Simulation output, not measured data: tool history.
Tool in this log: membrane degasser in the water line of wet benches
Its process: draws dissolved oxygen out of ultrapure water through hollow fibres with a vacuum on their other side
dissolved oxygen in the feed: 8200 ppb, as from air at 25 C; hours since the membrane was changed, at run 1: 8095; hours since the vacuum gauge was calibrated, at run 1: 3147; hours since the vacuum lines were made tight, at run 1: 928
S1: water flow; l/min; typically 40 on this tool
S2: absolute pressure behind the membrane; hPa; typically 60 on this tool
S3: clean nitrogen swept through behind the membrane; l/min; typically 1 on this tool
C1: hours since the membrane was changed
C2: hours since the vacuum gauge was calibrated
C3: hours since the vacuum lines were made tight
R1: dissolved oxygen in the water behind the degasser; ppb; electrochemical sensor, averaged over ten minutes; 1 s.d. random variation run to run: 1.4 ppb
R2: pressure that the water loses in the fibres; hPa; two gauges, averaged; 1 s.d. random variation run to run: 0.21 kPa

run	day	S1	S2	S3	C1	C2	C3	R1	R2
1	0	40	60	1	8095	3147	928	279.2	677.5
# day 1.079: vacuum gauge calibrated
2	6.267	40	60	1	8245	124	1078	286.2	675.6
3	18.904	40	59.7	1	8548	428	1381	287.2	675.8
4	29.329	40	59.7	1	8798	678	1631	289.8	679.6
5	38.533	40	59.7	1	9019	899	1852	290.5	675
6	45.096	40	45.1	1	9177	1056	2010	177.2	676.3
7	51.646	40	60	1	9334	1214	2167	291.8	678.4
8	64.654	31	60	1	9646	1526	2479	213.8	527.6
9	70.25	40	60	1	9781	1660	2613	290.2	677.4
# day 79.5: vacuum gauge calibrated, once more
10	79.821	40	60	1	10010	8	2842	265.9	680.1
11	86.817	40	56.5	1	10178	176	3010	241.4	679.8
12	99.717	40	56.5	1	10487	485	3320	243.6	680.9
13	106.358	40	70.4	1	10647	645	3479	347.7	678.4
14	118.608	40	60	1	10941	939	3773	272.3	681.1
15	124.988	40	60	1	11094	1092	3926	271.7	681.3
16	133.238	40	98.1	1	11292	1290	4124	555.7	681.1
17	141.658	34	60	2.52	11494	1492	4326	113.7	578.6
18	152.45	34	60	0.67	11753	1751	4586	293.7	577
19	162.725	34	60	0.67	12000	1997	4832	294.7	577
20	173.371	34	60	0.67	12255	2253	5088	293.8	580.4
21	180.575	40	51.1	2.19	12428	2426	5261	134.5	684.5
22	187.633	30	135.7	0.86	12597	2595	5430	712.5	513
23	199.892	60	118	1	12891	2889	5724	1051.8	1025.5
24	207.954	38	36.2	1.21	13085	3083	5918	78.1	650.7
# day 212.188: vacuum gauge calibrated
25	221.121	58	56.4	2.49	13401	214	6233	317.5	992.8
26	233.317	41	63.4	2.26	13693	507	6526	186.8	698.7
27	240.492	40	40.7	1.71	13865	679	6698	99.2	685.3
28	248.967	44	104.8	0.85	14069	883	6901	737.7	754.6
# day 254.7: seals of the vacuum lines changed
29	262.042	44	104.8	0.85	14381	1195	176	743.9	752.3
30	271.808	44	104.8	0.85	14615	1429	411	743.4	754.6
31	277.204	44	72.8	0.42	14745	1558	540	693.4	755.1
32	287.533	44	72.8	0.42	14992	1806	788	698.6	757.3

Results for each run, recomputed without the tool's hidden state and with each run's random variation untouched:
Hidden state present: membrane still open, %; true pressure behind the membrane over the reading, kPa; air that leaks in behind the membrane, l/min; drift of the gauge itself on oxygen_ppb, %; drift of the gauge itself on loss_of_pressure_kpa, %.
run	R1	R2
1	262.8	664.3
2	262.1	662.1
3	261.6	661.8
4	263.1	665.1
5	262.8	660.3
6	148.5	661.3
7	263	663.2
8	191.4	515.4
9	259.9	661.5
10	262.1	663.8
11	236.8	663.1
12	237.8	663.7
13	341.4	661
14	264.6	663.1
15	263.5	663.1
16	547	662.6
17	108.3	562.6
18	285.4	560.7
19	285.2	560.2
20	283.1	563.2
21	123.2	664
22	703.1	497.4
23	1023.4	993.7
24	63.8	630.2
25	294.6	960.6
26	176.6	675.5
27	89.4	662.4
28	725.4	729
29	729.6	726.2
30	728	728.1
31	674	728.3
32	677.5	730
